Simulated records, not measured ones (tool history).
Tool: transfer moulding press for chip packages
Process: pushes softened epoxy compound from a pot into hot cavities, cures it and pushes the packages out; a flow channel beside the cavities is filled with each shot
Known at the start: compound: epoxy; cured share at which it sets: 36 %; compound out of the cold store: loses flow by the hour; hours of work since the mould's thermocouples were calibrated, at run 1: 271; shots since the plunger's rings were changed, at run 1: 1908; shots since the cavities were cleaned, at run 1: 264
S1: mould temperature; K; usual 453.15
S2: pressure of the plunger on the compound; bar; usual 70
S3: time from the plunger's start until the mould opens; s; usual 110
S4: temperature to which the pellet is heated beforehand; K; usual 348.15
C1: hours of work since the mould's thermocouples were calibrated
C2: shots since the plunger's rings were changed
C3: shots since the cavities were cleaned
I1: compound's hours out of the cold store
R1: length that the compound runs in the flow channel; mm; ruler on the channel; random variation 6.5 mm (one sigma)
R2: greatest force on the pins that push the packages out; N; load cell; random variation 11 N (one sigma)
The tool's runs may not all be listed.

{"run": 1, "hour": 0.0, "S1": 453.15, "S2": 70, "S3": 110, "S4": 348.15, "C1": 271, "C2": 1908, "C3": 264, "I1": 13.8, "R1": 704, "R2": 781}
{"run": 2, "hour": 74.1, "S1": 453.15, "S2": 70, "S3": 110, "S4": 348.15, "C1": 312, "C2": 2545, "C3": 901, "I1": 13.4, "R1": 699, "R2": 1031}
{"hour": 101.2, "done": "cavities cleaned with cleaning compound and waxed"}
{"run": 3, "hour": 152.2, "S1": 453.15, "S2": 70, "S3": 110, "S4": 348.15, "C1": 354, "C2": 3204, "C3": 438, "I1": 28.7, "R1": 641, "R2": 786}
{"run": 4, "hour": 195.9, "S1": 453.15, "S2": 70, "S3": 110, "S4": 348.15, "C1": 378, "C2": 3580, "C3": 814, "I1": 27.7, "R1": 640, "R2": 913}
{"hour": 233.6, "done": "cavities cleaned with cleaning compound and waxed"}
{"run": 5, "hour": 273.6, "S1": 453.15, "S2": 70, "S3": 110, "S4": 348.15, "C1": 420, "C2": 4236, "C3": 345, "I1": 17.6, "R1": 667, "R2": 733}
{"run": 6, "hour": 358.1, "S1": 453.15, "S2": 70, "S3": 110, "S4": 348.15, "C1": 466, "C2": 4962, "C3": 1071, "I1": 20.7, "R1": 651, "R2": 1051}
{"hour": 364.3, "done": "cavities cleaned with cleaning compound and waxed"}
{"hour": 389.4, "done": "plunger's sealing rings changed"}
{"run": 7, "hour": 443.1, "S1": 453.15, "S2": 70, "S3": 110, "S4": 355.15, "C1": 510, "C2": 462, "C3": 657, "I1": 30.9, "R1": 673, "R2": 892}
{"hour": 499.4, "done": "cavities cleaned with cleaning compound and waxed"}
{"run": 8, "hour": 502.1, "S1": 453.15, "S2": 70, "S3": 110, "S4": 355.15, "C1": 542, "C2": 956, "C3": 23, "I1": 29.3, "R1": 674, "R2": 533}
{"run": 9, "hour": 568.1, "S1": 453.15, "S2": 70, "S3": 110, "S4": 355.15, "C1": 578, "C2": 1524, "C3": 591, "I1": 45.4, "R1": 601, "R2": 843}
{"hour": 634.2, "done": "cavities cleaned with cleaning compound and waxed"}
{"run": 10, "hour": 641.1, "S1": 453.15, "S2": 70, "S3": 133, "S4": 355.15, "C1": 617, "C2": 2139, "C3": 60, "I1": 36.7, "R1": 638, "R2": 455}
{"run": 11, "hour": 702.2, "S1": 453.15, "S2": 70, "S3": 110, "S4": 348.15, "C1": 651, "C2": 2664, "C3": 585, "I1": 30.8, "R1": 646, "R2": 852}
{"run": 12, "hour": 749.8, "S1": 457.15, "S2": 75.9, "S3": 117, "S4": 342.15, "C1": 677, "C2": 3073, "C3": 994, "I1": 21.2, "R1": 680, "R2": 814}
{"hour": 764.9, "done": "cavities cleaned with cleaning compound and waxed"}
{"run": 13, "hour": 799.1, "S1": 457.15, "S2": 75.9, "S3": 117, "S4": 342.15, "C1": 703, "C2": 3485, "C3": 295, "I1": 27, "R1": 668, "R2": 574}
{"run": 14, "hour": 863.5, "S1": 456.15, "S2": 68.3, "S3": 99, "S4": 354.15, "C1": 738, "C2": 4038, "C3": 848, "I1": 15.8, "R1": 663, "R2": 1022}
{"hour": 897.1, "done": "cavities cleaned with cleaning compound and waxed"}
{"run": 15, "hour": 908.0, "S1": 451.15, "S2": 70, "S3": 110, "S4": 350.15, "C1": 762, "C2": 4408, "C3": 94, "I1": 31, "R1": 622, "R2": 631}
{"run": 16, "hour": 988.4, "S1": 451.15, "S2": 70, "S3": 110, "S4": 350.15, "C1": 806, "C2": 5099, "C3": 785, "I1": 46.2, "R1": 583, "R2": 1032}
{"hour": 1003.4, "done": "plunger's sealing rings changed"}
{"hour": 1028.6, "done": "cavities cleaned with cleaning compound and waxed"}
{"run": 17, "hour": 1043.2, "S1": 449.15, "S2": 58.8, "S3": 96, "S4": 351.15, "C1": 834, "C2": 330, "C3": 126, "I1": 36.5, "R1": 601, "R2": 1009}
{"hour": 1055.7, "done": "mould's thermocouples calibrated"}
{"run": 18, "hour": 1083.0, "S1": 453.15, "S2": 70, "S3": 110, "S4": 356.15, "C1": 15, "C2": 654, "C3": 450, "I1": 41.2, "R1": 629, "R2": 752}
{"run": 19, "hour": 1144.0, "S1": 453.15, "S2": 70, "S3": 110, "S4": 356.15, "C1": 48, "C2": 1179, "C3": 975, "I1": 36.9, "R1": 644, "R2": 955}
{"hour": 1163.9, "done": "cavities cleaned with cleaning compound and waxed"}
{"run": 20, "hour": 1184.4, "S1": 453.15, "S2": 58, "S3": 125, "S4": 348.15, "C1": 70, "C2": 1513, "C3": 176, "I1": 39.2, "R1": 576, "R2": 528}
{"run": 21, "hour": 1265.1, "S1": 460.15, "S2": 73.8, "S3": 123, "S4": 354.15, "C1": 114, "C2": 2208, "C3": 871, "I1": 10, "R1": 721, "R2": 711}

The same runs without the tool's hidden state, with the same run-to-run variation:
The hidden state here: true mould temperature over the reading, C; pressure that reaches the compound, % of what is set; grip of the stained cavities, % over clean ones'; drift of the gauge itself on flow_mm, %; drift of the gauge itself on push_out_n, %.
run=1 R1=730 R2=536
run=2 R1=734 R2=529
run=3 R1=681 R2=499
run=4 R1=684 R2=494
run=5 R1=724 R2=508
run=6 R1=717 R2=530
run=7 R1=679 R2=499
run=8 R1=686 R2=492
run=9 R1=618 R2=486
run=10 R1=664 R2=408
run=11 R1=680 R2=497
run=12 R1=721 R2=409
run=13 R1=714 R2=399
run=14 R1=716 R2=528
run=15 R1=678 R2=538
run=16 R1=644 R2=556
run=17 R1=603 R2=801
run=18 R1=637 R2=484
run=19 R1=659 R2=499
run=20 R1=592 R2=427
run=21 R1=752 R2=380

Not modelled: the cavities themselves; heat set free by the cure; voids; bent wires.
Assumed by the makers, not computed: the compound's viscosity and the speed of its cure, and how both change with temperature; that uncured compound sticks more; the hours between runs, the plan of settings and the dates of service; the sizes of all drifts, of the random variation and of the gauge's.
